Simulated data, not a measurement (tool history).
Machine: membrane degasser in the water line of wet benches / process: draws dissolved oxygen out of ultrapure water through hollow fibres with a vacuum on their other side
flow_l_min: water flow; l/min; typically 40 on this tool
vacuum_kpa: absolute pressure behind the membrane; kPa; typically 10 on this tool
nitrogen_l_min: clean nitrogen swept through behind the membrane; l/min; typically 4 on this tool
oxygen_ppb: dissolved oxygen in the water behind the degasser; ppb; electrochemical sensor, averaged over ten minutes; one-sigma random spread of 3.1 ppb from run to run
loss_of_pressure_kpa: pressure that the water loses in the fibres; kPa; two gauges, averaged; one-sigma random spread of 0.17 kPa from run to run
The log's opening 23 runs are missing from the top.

run	day	flow_l_min	vacuum_kpa	nitrogen_l_min	oxygen_ppb	loss_of_pressure_kpa
24	88.854	40	7.7	7.57	225.4	34.51
25	92.071	46	11.1	4.19	398.4	39.42
26	95.704	25	10	4	193.1	21.63
27	97.9	25	10	4	190.6	21.73
28	101.333	40	13.7	1.97	619.9	34.41
29	104.308	40	13.7	1.97	611.8	34.11
30	107.942	40	13.7	1.97	619.7	34.57
31	113.042	40	8.3	1.97	397.5	34.64

4 ways to go on from here, each from the tool as it stands after run 31. What would each give?
A	116.258	52	8.4	4.48	?	?
B	116.258	26	23.2	4.51	?	?
C	116.258	40	17.5	1.97	?	?
D	116.258	26	8.3	6.67	?	?

run	oxygen_ppb	loss_of_pressure_kpa
A	369.5	44.97
B	364.8	22.62
C	769.8	34.55
D	146.2	22.31
Without the tool's unlogged condition, the same runs would have read:
run	oxygen_ppb	loss_of_pressure_kpa
A	350	43.99
B	353.5	22.13
C	752.8	33.8
D	136.1	21.82

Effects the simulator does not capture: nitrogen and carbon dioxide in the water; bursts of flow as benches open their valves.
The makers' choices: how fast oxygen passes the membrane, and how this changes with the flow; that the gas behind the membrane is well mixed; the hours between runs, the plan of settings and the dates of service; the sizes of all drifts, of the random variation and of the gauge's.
